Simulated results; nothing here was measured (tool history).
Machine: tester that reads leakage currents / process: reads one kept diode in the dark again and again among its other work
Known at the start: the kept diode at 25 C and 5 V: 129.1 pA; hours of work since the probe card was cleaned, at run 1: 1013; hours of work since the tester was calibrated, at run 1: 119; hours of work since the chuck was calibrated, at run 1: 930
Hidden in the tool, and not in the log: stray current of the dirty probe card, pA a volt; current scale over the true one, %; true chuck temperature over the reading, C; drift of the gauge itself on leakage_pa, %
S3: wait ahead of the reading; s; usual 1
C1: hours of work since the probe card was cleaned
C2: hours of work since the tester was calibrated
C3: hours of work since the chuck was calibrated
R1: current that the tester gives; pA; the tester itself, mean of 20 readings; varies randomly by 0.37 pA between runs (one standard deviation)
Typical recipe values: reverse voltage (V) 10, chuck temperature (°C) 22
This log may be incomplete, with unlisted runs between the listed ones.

run 1 hour=0 | reverse_voltage_(V)=10 chuck_temperature_(°C)=22 S3=1 | C1=1013 C2=119 C3=930 | R1=118.8
run 2 hour=53.9 | reverse_voltage_(V)=10 chuck_temperature_(°C)=22 S3=2.57 | C1=1046 C2=152 C3=963 | R1=118.64
run 3 hour=99.4 | reverse_voltage_(V)=10 chuck_temperature_(°C)=22 S3=2.57 | C1=1074 C2=180 C3=991 | R1=118.02
run 4 hour=135.7 | reverse_voltage_(V)=10 chuck_temperature_(°C)=22 S3=2.57 | C1=1096 C2=202 C3=1013 | R1=117.17
run 5 hour=184.9 | reverse_voltage_(V)=10 chuck_temperature_(°C)=22 S3=2.57 | C1=1126 C2=232 C3=1044 | R1=117.29
run 6 hour=274.5 | reverse_voltage_(V)=11.6 chuck_temperature_(°C)=22 S3=1 | C1=1182 C2=288 C3=1099 | R1=124.48
run 7 hour=330.5 | reverse_voltage_(V)=11.6 chuck_temperature_(°C)=22 S3=1 | C1=1216 C2=322 C3=1133 | R1=124.44
run 8 hour=373.4 | reverse_voltage_(V)=11.6 chuck_temperature_(°C)=22 S3=1 | C1=1243 C2=349 C3=1160 | R1=124.08
run 9 hour=448.5 | reverse_voltage_(V)=11.6 chuck_temperature_(°C)=22 S3=1 | C1=1289 C2=395 C3=1206 | R1=123.9
run 10 hour=535.6 | reverse_voltage_(V)=11.6 chuck_temperature_(°C)=22 S3=1 | C1=1342 C2=448 C3=1260 | R1=123.3
run 11 hour=598.3 | reverse_voltage_(V)=10 chuck_temperature_(°C)=22 S3=2.38 | C1=1381 C2=487 C3=1298 | R1=117.3
run 12 hour=688 | reverse_voltage_(V)=10 chuck_temperature_(°C)=22 S3=1 | C1=1436 C2=542 C3=1354 | R1=116.48
run 13 hour=773.3 | reverse_voltage_(V)=5.4 chuck_temperature_(°C)=22 S3=1 | C1=1489 C2=595 C3=1406 | R1=92.66
run 14 hour=847 | reverse_voltage_(V)=5.4 chuck_temperature_(°C)=22 S3=1 | C1=1534 C2=640 C3=1452 | R1=92.45
run 15 hour=925.4 | reverse_voltage_(V)=10 chuck_temperature_(°C)=22 S3=1 | C1=1583 C2=689 C3=1500 | R1=115.17
run 16 hour=970.3 | reverse_voltage_(V)=10 chuck_temperature_(°C)=22 S3=1 | C1=1610 C2=716 C3=1528 | R1=115.95
-- hour=990.2 chuck's temperature calibrated
run 17 hour=1054 | reverse_voltage_(V)=10 chuck_temperature_(°C)=22 S3=1 | C1=1661 C2=767 C3=39 | R1=135.31
run 18 hour=1105.4 | reverse_voltage_(V)=10 chuck_temperature_(°C)=22 S3=1 | C1=1692 C2=798 C3=71 | R1=135
run 19 hour=1170.6 | reverse_voltage_(V)=10 chuck_temperature_(°C)=22 S3=1 | C1=1732 C2=838 C3=111 | R1=134.29
run 20 hour=1256.1 | reverse_voltage_(V)=10 chuck_temperature_(°C)=22 S3=1 | C1=1785 C2=891 C3=164 | R1=133.94
run 21 hour=1321.7 | reverse_voltage_(V)=2 chuck_temperature_(°C)=53 S3=0.83 | C1=1825 C2=931 C3=204 | R1=902.86
run 22 hour=1398.6 | reverse_voltage_(V)=2 chuck_temperature_(°C)=53 S3=0.83 | C1=1873 C2=979 C3=252 | R1=900.94

Expected results for the next run?
run 23 hour=1436.5 | reverse_voltage_(V)=1.2 chuck_temperature_(°C)=22 S3=6.83 | C1=1896 C2=1002 C3=275 | R1=?

{"run 23": {"R1": 63.34}}
On a tool with no hidden condition, and with the same random variation, this run would have come out at R1 63.56 pA.
